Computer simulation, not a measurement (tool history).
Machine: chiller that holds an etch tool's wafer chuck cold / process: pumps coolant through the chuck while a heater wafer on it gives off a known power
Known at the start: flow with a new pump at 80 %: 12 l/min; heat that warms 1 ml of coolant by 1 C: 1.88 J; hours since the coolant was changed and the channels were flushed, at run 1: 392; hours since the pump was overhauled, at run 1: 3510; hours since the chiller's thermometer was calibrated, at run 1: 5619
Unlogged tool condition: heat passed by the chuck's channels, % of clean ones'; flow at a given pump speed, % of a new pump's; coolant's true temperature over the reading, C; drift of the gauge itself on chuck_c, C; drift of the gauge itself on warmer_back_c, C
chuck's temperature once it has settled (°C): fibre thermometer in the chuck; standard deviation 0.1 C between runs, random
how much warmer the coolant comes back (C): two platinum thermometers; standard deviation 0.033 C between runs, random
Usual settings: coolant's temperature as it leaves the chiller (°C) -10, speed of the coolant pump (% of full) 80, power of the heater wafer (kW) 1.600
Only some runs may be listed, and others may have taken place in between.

run,hour,coolant's temperature as it leaves the chiller (°C),speed of the coolant pump (% of full),power of the heater wafer (kW),hours since the coolant was changed and the channels were flushed,hours since the pump was overhauled,hours since the chiller's thermometer was calibrated,chuck's temperature once it has settled (°C),how much warmer the coolant comes back (C)
1,0.0,-10,80,1.600,392,3510,5619,6.8,4.76
# hour 110.4: chiller's thermometer calibrated
2,180.3,-10,80,1.600,571,3690,70,5.5,4.77
3,377.0,-10,80,1.600,768,3886,267,5.8,4.77
4,485.6,-10,80,1.600,877,3995,375,5.9,4.80
5,645.6,-10,80,1.600,1037,4155,535,6.1,4.81
6,772.6,-10,80,1.600,1164,4282,662,5.9,4.84
7,971.7,-10,80,1.600,1363,4481,861,6.4,4.88
8,1129.3,-10,80,1.600,1520,4639,1019,6.4,4.87
9,1300.9,-10,80,1.600,1692,4810,1190,6.5,4.92
10,1402.0,-10,80,1.600,1793,4911,1292,6.7,4.88
11,1502.4,-10,80,1.600,1893,5012,1392,7.0,4.97
12,1644.8,-10,80,1.600,2036,5154,1534,7.0,4.95
13,1848.2,-10,80,1.600,2239,5358,1738,7.3,5.03
14,1995.8,-10,80,2.035,2387,5505,1885,11.8,6.28
15,2175.6,-10,61,1.010,2567,5685,2065,2.9,4.26

Run 16 comes next. What will it give?
16,2334.9,-10,86,2.350,2726,5844,2224,?,?

chuck's temperature once it has settled (°C): 14.5
how much warmer the coolant comes back (C): 6.90
Without the tool's hidden state the same run would have given chuck's temperature once it has settled (°C) 10.2, how much warmer the coolant comes back (C) 5.80.
